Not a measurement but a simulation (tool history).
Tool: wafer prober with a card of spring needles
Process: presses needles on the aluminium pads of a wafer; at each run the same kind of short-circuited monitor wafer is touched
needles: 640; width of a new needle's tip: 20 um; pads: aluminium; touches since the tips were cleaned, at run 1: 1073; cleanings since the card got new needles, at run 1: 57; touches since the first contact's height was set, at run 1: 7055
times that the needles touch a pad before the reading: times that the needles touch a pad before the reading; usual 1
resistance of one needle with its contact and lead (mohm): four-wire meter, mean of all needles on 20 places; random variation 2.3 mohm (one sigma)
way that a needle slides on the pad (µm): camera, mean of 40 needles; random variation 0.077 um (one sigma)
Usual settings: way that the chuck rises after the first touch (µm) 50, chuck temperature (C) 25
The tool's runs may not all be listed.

| run | hour | way that the chuck rises after the first touch (µm) | chuck temperature (C) | times that the needles touch a pad before the reading | touches since the tips were cleaned | cleanings since the card got new needles | touches since the first contact's height was set | resistance of one needle with its contact and lead (mohm) | way that a needle slides on the pad (µm) |
|---|---|---|---|---|---|---|---|---|---|
| 1 | 0.0 | 50 | 25 | 1 | 1073 | 57 | 7055 | 279 | 12.39 |
|  | 3.3 | tips cleaned on abrasive film |
|  | 7.7 | tips cleaned on abrasive film |
|  | 13.2 | tips cleaned on abrasive film |
|  | 18.6 | tips cleaned on abrasive film |
| 2 | 18.6 | 50 | 25 | 3 | 0 | 61 | 21494 | 259 | 12.14 |
|  | 23.0 | tips cleaned on abrasive film |
|  | 28.5 | tips cleaned on abrasive film |
|  | 32.9 | tips cleaned on abrasive film |
|  | 38.4 | tips cleaned on abrasive film |
|  | 43.9 | tips cleaned on abrasive film |
|  | 49.4 | tips cleaned on abrasive film |
|  | 54.9 | tips cleaned on abrasive film |
|  | 60.3 | tips cleaned on abrasive film |
| 3 | 63.1 | 50 | 55 | 3 | 2152 | 69 | 56120 | 279 | 12.11 |
|  | 65.3 | tips cleaned on abrasive film |
|  | 70.8 | tips cleaned on abrasive film |
|  | 76.3 | tips cleaned on abrasive film |
|  | 81.8 | tips cleaned on abrasive film |
|  | 86.2 | tips cleaned on abrasive film |
|  | 91.7 | tips cleaned on abrasive film |
|  | 97.1 | tips cleaned on abrasive film |
| 4 | 101.4 | 50 | 35 | 1 | 3409 | 76 | 86020 | 314 | 11.96 |
|  | 102.6 | tips cleaned on abrasive film |
|  | 108.1 | tips cleaned on abrasive film |
|  | 113.6 | tips cleaned on abrasive film |
|  | 118.0 | tips cleaned on abrasive film |
|  | 123.5 | tips cleaned on abrasive film |
|  | 127.9 | tips cleaned on abrasive film |
|  | 133.4 | tips cleaned on abrasive film |
|  | 138.9 | tips cleaned on abrasive film |
| 5 | 143.2 | 50 | 35 | 1 | 3415 | 84 | 118491 | 308 | 11.82 |
|  | 144.4 | tips cleaned on abrasive film |
|  | 149.8 | tips cleaned on abrasive film |
|  | 155.3 | tips cleaned on abrasive film |
|  | 160.8 | tips cleaned on abrasive film |
| 6 | 161.6 | 50 | 35 | 1 | 650 | 88 | 132814 | 277 | 11.59 |
|  | 166.0 | tips cleaned on abrasive film |
|  | 171.5 | tips cleaned on abrasive film |
|  | 177.0 | tips cleaned on abrasive film |
|  | 182.5 | tips cleaned on abrasive film |
|  | 188.0 | tips cleaned on abrasive film |
| 7 | 190.0 | 48 | 25 | 1 | 1612 | 93 | 154936 | 294 | 11.28 |
|  | 193.4 | tips cleaned on abrasive film |
|  | 198.8 | tips cleaned on abrasive film |
|  | 204.3 | tips cleaned on abrasive film |
|  | 208.7 | tips cleaned on abrasive film |
| 8 | 210.3 | 68 | 82 | 1 | 1207 | 97 | 170671 | 285 | 15.99 |
|  | 213.6 | tips cleaned on abrasive film |
|  | 219.1 | tips cleaned on abrasive film |
|  | 224.6 | tips cleaned on abrasive film |
| 9 | 228.1 | 67 | 34 | 1 | 2828 | 100 | 184608 | 290 | 15.74 |
|  | 229.3 | tips cleaned on abrasive film |
|  | 233.7 | tips cleaned on abrasive film |
|  | 239.2 | tips cleaned on abrasive film |
|  | 244.7 | tips cleaned on abrasive film |
|  | 250.2 | tips cleaned on abrasive film |
|  | 254.6 | tips cleaned on abrasive film |
|  | 260.1 | tips cleaned on abrasive film |
|  | 264.5 | tips cleaned on abrasive film |
|  | 269.7 | tips cleaned on abrasive film |
| 10 | 269.7 | 33 | 25 | 1 | 0 | 109 | 216851 | 281 | 7.23 |
|  | 275.2 | tips cleaned on abrasive film |
|  | 280.6 | tips cleaned on abrasive film |
|  | 282.0 | height of the first contact set anew |
|  | 286.4 | tips cleaned on abrasive film |
|  | 291.9 | tips cleaned on abrasive film |
|  | 297.4 | tips cleaned on abrasive film |
|  | 302.9 | tips cleaned on abrasive film |
| 11 | 305.1 | 33 | 116 | 1 | 1725 | 115 | 17963 | 360 | 8.02 |

Measured less the same run without the tool's hidden state. The same run-to-run variation is in both; the gauge's scatter may not be:
The hidden state here: debris on the tips, nm; way that the needles fall short of the set height, um; tips' diameter, um; drift of the gauge itself on contact_mohm, %; drift of the gauge itself on scrub_um, %.
| run | resistance of one needle with its contact and lead (mohm) | way that a needle slides on the pad (µm) |
|---|---|---|
| 1 | +26 | -0.03 |
| 2 | +3 | -0.11 |
| 3 | +14 | -0.25 |
| 4 | +54 | -0.37 |
| 5 | +54 | -0.49 |
| 6 | +16 | -0.55 |
| 7 | +37 | -0.65 |
| 8 | +16 | -0.70 |
| 9 | +32 | -0.75 |
| 10 | +18 | -0.88 |
| 11 | +71 | -0.09 |

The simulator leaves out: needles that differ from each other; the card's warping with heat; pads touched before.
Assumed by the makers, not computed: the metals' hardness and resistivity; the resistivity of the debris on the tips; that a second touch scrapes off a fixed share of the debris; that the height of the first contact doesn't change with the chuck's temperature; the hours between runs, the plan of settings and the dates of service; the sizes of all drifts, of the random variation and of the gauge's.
